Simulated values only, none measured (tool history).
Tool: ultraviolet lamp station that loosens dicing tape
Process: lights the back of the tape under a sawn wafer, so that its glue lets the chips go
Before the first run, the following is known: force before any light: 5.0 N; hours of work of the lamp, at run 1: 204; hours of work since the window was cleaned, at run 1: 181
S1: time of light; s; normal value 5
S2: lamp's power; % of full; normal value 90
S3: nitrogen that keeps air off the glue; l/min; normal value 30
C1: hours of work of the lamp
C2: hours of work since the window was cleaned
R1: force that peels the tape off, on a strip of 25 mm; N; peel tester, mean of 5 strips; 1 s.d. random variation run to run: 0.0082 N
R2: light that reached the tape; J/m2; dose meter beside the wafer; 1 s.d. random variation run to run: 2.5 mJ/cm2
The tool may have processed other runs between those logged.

run 1 hour=0.0 | S1=5 S2=90 S3=30 | C1=204 C2=181 | R1=0.348 R2=3120
run 2 hour=22.5 | S1=5 S2=90 S3=19 | C1=219 C2=196 | R1=0.443 R2=3110
run 3 hour=46.3 | S1=5 S2=90 S3=19 | C1=235 C2=212 | R1=0.419 R2=3190
run 4 hour=65.2 | S1=5 S2=90 S3=19 | C1=247 C2=224 | R1=0.432 R2=3130
run 5 hour=88.9 | S1=5 S2=90 S3=30 | C1=263 C2=240 | R1=0.354 R2=3170
run 6 hour=105.0 | S1=5 S2=90 S3=30 | C1=273 C2=250 | R1=0.345 R2=3170
run 7 hour=124.7 | S1=5 S2=90 S3=30 | C1=286 C2=263 | R1=0.342 R2=3090
run 8 hour=141.3 | S1=5 S2=90 S3=30 | C1=297 C2=274 | R1=0.355 R2=3180
run 9 hour=157.4 | S1=5 S2=90 S3=30 | C1=308 C2=285 | R1=0.342 R2=3170
run 10 hour=175.0 | S1=5 S2=90 S3=30 | C1=319 C2=296 | R1=0.361 R2=3130
run 11 hour=191.3 | S1=5 S2=90 S3=30 | C1=330 C2=307 | R1=0.349 R2=3130
run 12 hour=205.3 | S1=5 S2=90 S3=30 | C1=339 C2=316 | R1=0.354 R2=3100
run 13 hour=226.3 | S1=5 S2=90 S3=30 | C1=353 C2=330 | R1=0.333 R2=3110
run 14 hour=250.3 | S1=5 S2=90 S3=30 | C1=369 C2=346 | R1=0.355 R2=3120
-- hour=254.0 window cleaned of glue's vapour
run 15 hour=273.7 | S1=5 S2=90 S3=30 | C1=384 C2=13 | R1=0.343 R2=3140
run 16 hour=299.8 | S1=5 S2=90 S3=30 | C1=401 C2=30 | R1=0.359 R2=3190
run 17 hour=319.7 | S1=7 S2=90 S3=30 | C1=414 C2=43 | R1=0.265 R2=4360
run 18 hour=342.5 | S1=7 S2=90 S3=30 | C1=429 C2=58 | R1=0.257 R2=4390
run 19 hour=366.2 | S1=7 S2=90 S3=30 | C1=445 C2=74 | R1=0.262 R2=4450
run 20 hour=389.2 | S1=7 S2=90 S3=30 | C1=460 C2=89 | R1=0.261 R2=4400
run 21 hour=402.8 | S1=5 S2=90 S3=9 | C1=469 C2=98 | R1=0.695 R2=3100
run 22 hour=428.6 | S1=5 S2=90 S3=43 | C1=486 C2=115 | R1=0.301 R2=3150
run 23 hour=448.6 | S1=4 S2=90 S3=18 | C1=499 C2=128 | R1=0.626 R2=2560
run 24 hour=471.9 | S1=5 S2=95 S3=28 | C1=515 C2=143 | R1=0.339 R2=3320
run 25 hour=492.5 | S1=6 S2=90 S3=13 | C1=528 C2=157 | R1=0.411 R2=3770
run 26 hour=516.9 | S1=5 S2=97 S3=45 | C1=544 C2=173 | R1=0.284 R2=3370
run 27 hour=531.7 | S1=3 S2=92 S3=10 | C1=554 C2=183 | R1=1.270 R2=1930
run 28 hour=553.7 | S1=8 S2=72 S3=30 | C1=568 C2=197 | R1=0.269 R2=4060
run 29 hour=579.3 | S1=3 S2=85 S3=19 | C1=585 C2=214 | R1=1.008 R2=1810
run 30 hour=591.4 | S1=3 S2=65 S3=9 | C1=593 C2=222 | R1=1.950 R2=1400
run 31 hour=617.5 | S1=5 S2=85 S3=28 | C1=610 C2=239 | R1=0.390 R2=2960
run 32 hour=638.9 | S1=7 S2=69 S3=33 | C1=625 C2=253 | R1=0.315 R2=3400
run 33 hour=662.0 | S1=7 S2=90 S3=30 | C1=640 C2=269 | R1=0.264 R2=4380
run 34 hour=683.2 | S1=5 S2=90 S3=11 | C1=654 C2=283 | R1=0.578 R2=3130
run 35 hour=698.8 | S1=4 S2=90 S3=40 | C1=664 C2=293 | R1=0.407 R2=2540
run 36 hour=709.9 | S1=8 S2=83 S3=48 | C1=671 C2=300 | R1=0.244 R2=4610
run 37 hour=732.4 | S1=6 S2=90 S3=30 | C1=686 C2=315 | R1=0.296 R2=3740
run 38 hour=747.2 | S1=3 S2=78 S3=38 | C1=696 C2=325 | R1=0.789 R2=1630
run 39 hour=764.6 | S1=5 S2=89 S3=59 | C1=707 C2=336 | R1=0.282 R2=3130
run 40 hour=781.7 | S1=5 S2=89 S3=59 | C1=719 C2=347 | R1=0.296 R2=3120
-- hour=784.2 window cleaned of glue's vapour
run 41 hour=801.3 | S1=5 S2=89 S3=15 | C1=731 C2=11 | R1=0.482 R2=3100
run 42 hour=828.1 | S1=3 S2=96 S3=30 | C1=749 C2=29 | R1=0.641 R2=2030
run 43 hour=839.6 | S1=3 S2=96 S3=30 | C1=756 C2=36 | R1=0.638 R2=2040
run 44 hour=859.3 | S1=8 S2=69 S3=30 | C1=769 C2=49 | R1=0.291 R2=3850

What differs in the tool's unlogged condition from the final listed run ahead of each entry between runs to the first listed run following it?
In the gap between runs 14 and 15: window cleaned of glue's vapour (hour 254.0)
  light that the window lets through, % of a clean one's: 99.9 -> 100
In the gap between runs 40 and 41: window cleaned of glue's vapour (hour 784.2)
  light that the window lets through, % of a clean one's: 99.9 -> 100
